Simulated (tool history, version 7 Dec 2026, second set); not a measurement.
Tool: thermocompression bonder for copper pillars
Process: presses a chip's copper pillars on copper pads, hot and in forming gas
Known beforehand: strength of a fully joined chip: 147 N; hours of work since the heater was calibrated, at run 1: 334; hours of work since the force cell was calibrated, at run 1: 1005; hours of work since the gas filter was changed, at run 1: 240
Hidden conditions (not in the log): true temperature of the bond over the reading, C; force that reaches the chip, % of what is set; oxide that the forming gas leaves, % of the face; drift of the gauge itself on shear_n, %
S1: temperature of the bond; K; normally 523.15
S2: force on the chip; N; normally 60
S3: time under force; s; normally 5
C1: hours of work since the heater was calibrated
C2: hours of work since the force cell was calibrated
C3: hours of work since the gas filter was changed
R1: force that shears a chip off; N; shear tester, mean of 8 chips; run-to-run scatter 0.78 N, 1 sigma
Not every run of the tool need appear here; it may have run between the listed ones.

run 1 hour=0 | S1=523.15 S2=60 S3=5 | C1=334 C2=1005 C3=240 | R1=84.4
run 2 hour=44 | S1=523.15 S2=60 S3=5 | C1=362 C2=1034 C3=269 | R1=84.4
run 3 hour=92.4 | S1=523.15 S2=60 S3=5 | C1=394 C2=1065 C3=300 | R1=84.1
run 4 hour=146.7 | S1=523.15 S2=60 S3=5 | C1=429 C2=1100 C3=335 | R1=84.9
run 5 hour=196.1 | S1=523.15 S2=51 S3=5 | C1=460 C2=1132 C3=367 | R1=75.6
run 6 hour=225.5 | S1=523.15 S2=51 S3=5 | C1=479 C2=1151 C3=386 | R1=75.9
run 7 hour=274.3 | S1=523.15 S2=51 S3=5 | C1=511 C2=1182 C3=417 | R1=76.3
run 8 hour=319.5 | S1=510.15 S2=60 S3=5 | C1=540 C2=1211 C3=446 | R1=69.7
-- hour=335.7 forming gas filter changed
run 9 hour=358.4 | S1=510.15 S2=60 S3=5 | C1=565 C2=1236 C3=15 | R1=75.2
run 10 hour=391.9 | S1=510.15 S2=66 S3=4 | C1=586 C2=1258 C3=36 | R1=73.6
run 11 hour=436.7 | S1=544.15 S2=63 S3=10 | C1=615 C2=1287 C3=65 | R1=130.2
run 12 hour=488.2 | S1=544.15 S2=63 S3=10 | C1=648 C2=1320 C3=98 | R1=128
-- hour=494.8 heater calibrated with a thermocouple chip
run 13 hour=534 | S1=523.15 S2=40 S3=5 | C1=25 C2=1348 C3=127 | R1=68.4

What does the tool deliver on the next run?
run 14 hour=568.9 | S1=537.15 S2=70 S3=5 | C1=48 C2=1370 C3=149 | R1=?

R1: 116.4 N
Had the tool carried no hidden state, the very same run would have given R1 111.6 N.

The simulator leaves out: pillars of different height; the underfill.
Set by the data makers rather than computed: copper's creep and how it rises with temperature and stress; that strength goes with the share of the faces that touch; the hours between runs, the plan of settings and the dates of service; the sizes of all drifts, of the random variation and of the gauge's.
